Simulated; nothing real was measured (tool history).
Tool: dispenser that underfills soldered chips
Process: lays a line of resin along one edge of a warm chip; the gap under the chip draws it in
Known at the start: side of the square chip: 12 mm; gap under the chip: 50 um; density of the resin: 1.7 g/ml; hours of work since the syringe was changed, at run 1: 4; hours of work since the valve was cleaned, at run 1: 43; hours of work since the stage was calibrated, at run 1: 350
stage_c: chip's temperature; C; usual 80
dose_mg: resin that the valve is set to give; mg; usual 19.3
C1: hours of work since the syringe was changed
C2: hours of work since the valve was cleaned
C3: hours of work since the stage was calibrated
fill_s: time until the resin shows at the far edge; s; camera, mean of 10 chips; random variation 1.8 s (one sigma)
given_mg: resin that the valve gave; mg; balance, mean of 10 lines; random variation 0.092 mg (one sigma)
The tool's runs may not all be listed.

run 1 day=0.000 | stage_c=80 dose_mg=19.3 | C1=4 C2=43 C3=350 | fill_s=259.7 given_mg=18.89
-- day=0.425 new syringe of resin
run 2 day=0.596 | stage_c=80 dose_mg=19.3 | C1=3 C2=54 C3=361 | fill_s=253.0 given_mg=18.70
-- day=1.042 new syringe of resin
run 3 day=1.142 | stage_c=80 dose_mg=19.3 | C1=2 C2=64 C3=371 | fill_s=226.7 given_mg=18.62
-- day=1.667 new syringe of resin
run 4 day=1.683 | stage_c=80 dose_mg=19.3 | C1=0 C2=74 C3=381 | fill_s=212.7 given_mg=18.52
run 5 day=2.175 | stage_c=80 dose_mg=19.3 | C1=10 C2=83 C3=390 | fill_s=357.4 given_mg=18.41
-- day=2.308 new syringe of resin
run 6 day=2.717 | stage_c=80 dose_mg=16.4 | C1=8 C2=93 C3=400 | fill_s=331.3 given_mg=15.62
-- day=2.946 new syringe of resin
-- day=3.225 dispensing valve cleaned and set on the balance
run 7 day=3.379 | stage_c=80 dose_mg=16.4 | C1=7 C2=3 C3=411 | fill_s=337.5 given_mg=16.15
-- day=3.642 new syringe of resin
run 8 day=3.733 | stage_c=80 dose_mg=16.4 | C1=2 C2=9 C3=418 | fill_s=241.0 given_mg=16.21
run 9 day=4.104 | stage_c=95 dose_mg=19.3 | C1=9 C2=16 C3=424 | fill_s=175.5 given_mg=19.04
-- day=4.292 new syringe of resin
run 10 day=4.608 | stage_c=80 dose_mg=20.6 | C1=6 C2=25 C3=434 | fill_s=299.5 given_mg=20.32
-- day=4.917 new syringe of resin
run 11 day=5.096 | stage_c=80 dose_mg=19.3 | C1=3 C2=34 C3=443 | fill_s=253.8 given_mg=18.97
run 12 day=5.471 | stage_c=80 dose_mg=19.3 | C1=10 C2=41 C3=450 | fill_s=388.0 given_mg=18.75
-- day=5.538 new syringe of resin
run 13 day=5.938 | stage_c=80 dose_mg=19.3 | C1=7 C2=50 C3=458 | fill_s=323.9 given_mg=18.74
-- day=6.171 new syringe of resin
run 14 day=6.525 | stage_c=80 dose_mg=19.3 | C1=7 C2=61 C3=469 | fill_s=318.2 given_mg=18.55
-- day=6.783 new syringe of resin
run 15 day=6.975 | stage_c=71 dose_mg=19.3 | C1=4 C2=69 C3=477 | fill_s=419.6 given_mg=18.52
-- day=7.417 new syringe of resin
run 16 day=7.446 | stage_c=71 dose_mg=19.3 | C1=1 C2=78 C3=486 | fill_s=348.2 given_mg=18.42
run 17 day=7.742 | stage_c=71 dose_mg=19.3 | C1=6 C2=83 C3=491 | fill_s=487.2 given_mg=18.35
-- day=8.050 new syringe of resin
run 18 day=8.079 | stage_c=80 dose_mg=22.8 | C1=1 C2=89 C3=497 | fill_s=218.4 given_mg=21.67
run 19 day=8.483 | stage_c=80 dose_mg=22.8 | C1=8 C2=97 C3=505 | fill_s=346.3 given_mg=21.40
-- day=8.675 new syringe of resin
-- day=8.800 dispensing valve cleaned and set on the balance
-- day=8.967 stage's temperature calibrated
run 20 day=9.000 | stage_c=89 dose_mg=22.8 | C1=5 C2=3 C3=1 | fill_s=151.5 given_mg=22.62
-- day=9.396 new syringe of resin
run 21 day=9.438 | stage_c=75 dose_mg=17.7 | C1=1 C2=11 C3=9 | fill_s=240.5 given_mg=17.62
run 22 day=9.750 | stage_c=73 dose_mg=23.7 | C1=7 C2=17 C3=14 | fill_s=369.8 given_mg=23.56
-- day=10.017 new syringe of resin
run 23 day=10.338 | stage_c=71 dose_mg=17.1 | C1=6 C2=28 C3=25 | fill_s=417.7 given_mg=16.75
-- day=10.638 new syringe of resin
run 24 day=10.875 | stage_c=71 dose_mg=17.1 | C1=4 C2=37 C3=35 | fill_s=384.9 given_mg=16.62
-- day=11.262 new syringe of resin
run 25 day=11.471 | stage_c=90 dose_mg=20.7 | C1=4 C2=48 C3=46 | fill_s=144.8 given_mg=19.92
run 26 day=11.800 | stage_c=89 dose_mg=19.5 | C1=10 C2=55 C3=52 | fill_s=224.8 given_mg=18.80
-- day=11.908 new syringe of resin
run 27 day=12.275 | stage_c=89 dose_mg=19.5 | C1=7 C2=63 C3=61 | fill_s=183.5 given_mg=18.79
-- day=12.546 new syringe of resin
run 28 day=12.642 | stage_c=89 dose_mg=19.5 | C1=2 C2=70 C3=68 | fill_s=135.6 given_mg=18.55
run 29 day=12.933 | stage_c=89 dose_mg=19.5 | C1=7 C2=75 C3=73 | fill_s=187.5 given_mg=18.78
-- day=13.158 new syringe of resin
run 30 day=13.225 | stage_c=89 dose_mg=19.5 | C1=1 C2=81 C3=78 | fill_s=129.1 given_mg=18.71
-- day=13.771 new syringe of resin
run 31 day=13.788 | stage_c=87 dose_mg=23.5 | C1=0 C2=91 C3=89 | fill_s=130.1 given_mg=22.28
-- day=14.379 dispensing valve cleaned and set on the balance
run 32 day=14.404 | stage_c=87 dose_mg=23.5 | C1=11 C2=0 C3=99 | fill_s=256.9 given_mg=23.54
-- day=14.458 new syringe of resin
run 33 day=14.833 | stage_c=91 dose_mg=18.1 | C1=7 C2=8 C3=107 | fill_s=171.1 given_mg=17.91
-- day=15.083 new syringe of resin
run 34 day=15.462 | stage_c=68 dose_mg=24.0 | C1=7 C2=20 C3=119 | fill_s=506.1 given_mg=23.62

Some steps in fill_s between neighbouring runs. How much of each would the tool show without its hidden state too (settings, what came in, random variation), and how much is left for the hidden state, with any gauge scatter that isn't in both results?
The hidden state here: resin's viscosity, % of fresh resin's; dose that the valve gives, % of what is set; true chip temperature over the reading, C; drift of the gauge itself on fill_s, %; drift of the gauge itself on given_mg, %.
Run 4 -> 5: no setting changed, nothing entered. fill_s +144.7 s: hidden state +151.3, all else -6.6.
Run 16 -> 17: no setting changed, nothing entered. fill_s +139.0 s: hidden state +138.3, all else +0.7.
Run 17 -> 18: stage_c 71 -> 80, dose_mg 19.3 -> 22.8, new syringe of resin. fill_s -268.8 s: hidden state -164.9, all else -103.9.
Run 24 -> 25: stage_c 71 -> 90, dose_mg 17.1 -> 20.7, new syringe of resin. fill_s -240.1 s: hidden state -64.2, all else -175.9.
Run 33 -> 34: stage_c 91 -> 68, dose_mg 18.1 -> 24.0, new syringe of resin. fill_s +335.0 s: hidden state +128.2, all else +206.8.

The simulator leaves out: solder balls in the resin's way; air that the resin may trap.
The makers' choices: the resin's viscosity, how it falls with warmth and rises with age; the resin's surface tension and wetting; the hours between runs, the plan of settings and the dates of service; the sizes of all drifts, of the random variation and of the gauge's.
